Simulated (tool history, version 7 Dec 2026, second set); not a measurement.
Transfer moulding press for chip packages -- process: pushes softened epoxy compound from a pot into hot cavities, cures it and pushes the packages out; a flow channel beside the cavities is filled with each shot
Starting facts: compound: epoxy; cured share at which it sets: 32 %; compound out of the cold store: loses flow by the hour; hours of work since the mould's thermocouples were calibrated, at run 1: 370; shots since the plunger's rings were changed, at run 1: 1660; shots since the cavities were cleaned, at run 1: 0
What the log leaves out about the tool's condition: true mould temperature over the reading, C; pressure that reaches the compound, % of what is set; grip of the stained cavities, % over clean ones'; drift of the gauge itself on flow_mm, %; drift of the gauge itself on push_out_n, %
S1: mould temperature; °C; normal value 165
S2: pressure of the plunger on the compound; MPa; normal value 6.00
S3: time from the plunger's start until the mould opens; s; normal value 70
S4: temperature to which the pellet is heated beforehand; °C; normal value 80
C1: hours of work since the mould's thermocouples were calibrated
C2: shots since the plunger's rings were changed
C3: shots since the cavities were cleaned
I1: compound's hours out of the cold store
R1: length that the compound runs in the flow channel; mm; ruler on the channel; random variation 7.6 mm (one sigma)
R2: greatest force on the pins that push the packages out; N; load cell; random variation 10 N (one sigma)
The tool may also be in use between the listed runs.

run	hour	S1	S2	S3	S4	C1	C2	C3	I1	R1	R2
1	0.0	165	6.00	70	80	370	1660	0	24.4	861	478
# hour 24.8: mould's thermocouples calibrated
# hour 46.1: cavities cleaned with cleaning compound and waxed
2	47.8	165	6.00	70	80	16	2504	33	41.0	776	484
3	78.2	169	6.00	70	80	39	3082	611	45.8	759	561
# hour 87.0: cavities cleaned with cleaning compound and waxed
4	109.2	169	6.00	70	80	61	3643	422	27.6	811	534
# hour 131.8: cavities cleaned with cleaning compound and waxed
5	149.0	165	6.00	70	80	90	4373	327	16.8	843	624
# hour 173.3: cavities cleaned with cleaning compound and waxed
6	192.0	165	6.00	70	80	121	5161	354	42.9	731	597
# hour 207.5: plunger's sealing rings changed
# hour 217.3: cavities cleaned with cleaning compound and waxed
7	246.6	165	6.00	70	80	160	717	558	20.8	889	648
# hour 259.1: cavities cleaned with cleaning compound and waxed
8	272.6	165	6.00	70	80	178	1182	256	31.1	841	572
# hour 302.3: cavities cleaned with cleaning compound and waxed
9	305.5	165	6.00	70	80	202	1780	61	41.4	793	511
# hour 345.6: cavities cleaned with cleaning compound and waxed
10	357.9	165	6.00	70	80	240	2750	235	45.9	761	557
# hour 388.0: cavities cleaned with cleaning compound and waxed
11	390.8	158	6.00	70	80	264	3347	53	20.7	858	758
12	423.5	158	6.00	70	80	288	3970	676	47.4	742	944
# hour 429.0: cavities cleaned with cleaning compound and waxed
13	453.1	173	6.00	70	80	309	4504	458	10.8	849	503
# hour 472.3: cavities cleaned with cleaning compound and waxed
14	493.4	162	6.60	72	84	339	5242	401	24.8	833	647
# hour 504.8: plunger's sealing rings changed
# hour 519.6: cavities cleaned with cleaning compound and waxed
15	522.8	162	6.60	72	84	358	314	59	17.1	974	570
# hour 561.5: cavities cleaned with cleaning compound and waxed
# hour 568.4: mould's thermocouples calibrated
16	575.5	163	6.00	94	80	5	1251	228	18.1	909	478
# hour 604.7: cavities cleaned with cleaning compound and waxed
17	616.4	163	5.71	70	74	35	2002	223	37.0	796	608
# hour 645.5: cavities cleaned with cleaning compound and waxed
18	659.2	168	6.30	106	74	66	2786	260	27.3	855	480
# hour 687.6: cavities cleaned with cleaning compound and waxed
19	704.7	168	6.30	106	74	99	3625	327	40.9	779	478
# hour 729.5: cavities cleaned with cleaning compound and waxed
20	742.3	165	6.47	70	75	126	4312	243	45.8	764	563
# hour 771.0: cavities cleaned with cleaning compound and waxed
21	788.5	166	4.71	61	84	160	5163	333	38.5	666	684
# hour 801.2: plunger's sealing rings changed
# hour 813.6: cavities cleaned with cleaning compound and waxed
22	835.5	165	6.00	70	75	192	626	418	10.2	938	652
# hour 854.5: cavities cleaned with cleaning compound and waxed
23	870.9	158	6.08	70	80	218	1271	313	33.7	848	868
# hour 894.9: cavities cleaned with cleaning compound and waxed
24	900.7	158	6.08	70	80	239	1809	110	16.4	917	835
25	927.9	167	6.22	92	82	260	2326	627	16.2	887	529

Same runs, no hidden state in the tool, same run-to-run variation:
run	R1	R2
1	895	473
2	820	458
3	812	413
4	879	407
5	929	508
6	821	473
7	904	483
8	865	474
9	825	479
10	808	465
11	923	735
12	810	704
13	938	394
14	935	515
15	981	538
16	932	396
17	829	509
18	903	398
19	838	382
20	836	467
21	742	555
22	950	515
23	869	718
24	951	762
25	929	387
